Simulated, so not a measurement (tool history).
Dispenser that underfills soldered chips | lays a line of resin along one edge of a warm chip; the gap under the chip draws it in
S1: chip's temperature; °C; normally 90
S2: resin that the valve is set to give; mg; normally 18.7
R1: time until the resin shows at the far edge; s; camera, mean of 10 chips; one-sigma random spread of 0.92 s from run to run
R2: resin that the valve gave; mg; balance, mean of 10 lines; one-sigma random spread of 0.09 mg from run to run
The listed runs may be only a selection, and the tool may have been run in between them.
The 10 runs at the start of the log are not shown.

-- day=1.392 new syringe of resin
run 11 day=1.454 | S1=93 S2=18.7 | R1=84.4 R2=17.16
run 12 day=1.529 | S1=99 S2=18.7 | R1=75.2 R2=17.18
run 13 day=1.642 | S1=90 S2=16.4 | R1=114.2 R2=15.04
run 14 day=1.788 | S1=94 S2=16.4 | R1=116.7 R2=14.98
-- day=1.833 new syringe of resin
run 15 day=1.892 | S1=102 S2=18.7 | R1=62.3 R2=16.95
run 16 day=2.004 | S1=102 S2=18.7 | R1=68.4 R2=17.08
run 17 day=2.125 | S1=102 S2=18.7 | R1=78.3 R2=17.11
-- day=2.262 new syringe of resin
run 18 day=2.275 | S1=90 S2=18.7 | R1=87.6 R2=17.14
-- day=2.454 dispensing valve cleaned and set on the balance
run 19 day=2.504 | S1=86 S2=23.5 | R1=114.9 R2=23.50
run 20 day=2.688 | S1=77 S2=20.0 | R1=181.9 R2=19.97
-- day=2.733 new syringe of resin
run 21 day=2.812 | S1=77 S2=20.0 | R1=139.2 R2=20.13
run 22 day=2.967 | S1=77 S2=20.0 | R1=161.7 R2=20.03
run 23 day=3.067 | S1=77 S2=20.0 | R1=177.3 R2=19.95
-- day=3.167 new syringe of resin
run 24 day=3.200 | S1=77 S2=20.0 | R1=131.3 R2=19.80
run 25 day=3.292 | S1=97 S2=21.0 | R1=76.2 R2=20.99
run 26 day=3.429 | S1=99 S2=18.8 | R1=83.6 R2=18.63
-- day=3.600 new syringe of resin
run 27 day=3.600 | S1=96 S2=22.9 | R1=67.8 R2=22.68
run 28 day=3.733 | S1=96 S2=16.6 | R1=81.3 R2=16.49
run 29 day=3.896 | S1=82 S2=20.2 | R1=142.5 R2=19.99
-- day=4.038 new syringe of resin
run 30 day=4.054 | S1=82 S2=21.8 | R1=108.3 R2=21.24
run 31 day=4.221 | S1=82 S2=21.8 | R1=125.7 R2=21.39
run 32 day=4.300 | S1=82 S2=21.8 | R1=135.9 R2=21.52
-- day=4.467 new syringe of resin
run 33 day=4.483 | S1=82 S2=21.8 | R1=107.1 R2=21.33
run 34 day=4.579 | S1=87 S2=21.3 | R1=99.9 R2=20.79

Run 35, settings as shown, results not yet in. Your forecast:
run 35 day=4.692 | S1=87 S2=21.3 | R1=? R2=?

{"run 35": {"R1": 109.2, "R2": 20.79}}
On a tool with no hidden condition, and with the same random variation, this run would have come out at R1 92.7 s, R2 21.22 mg.
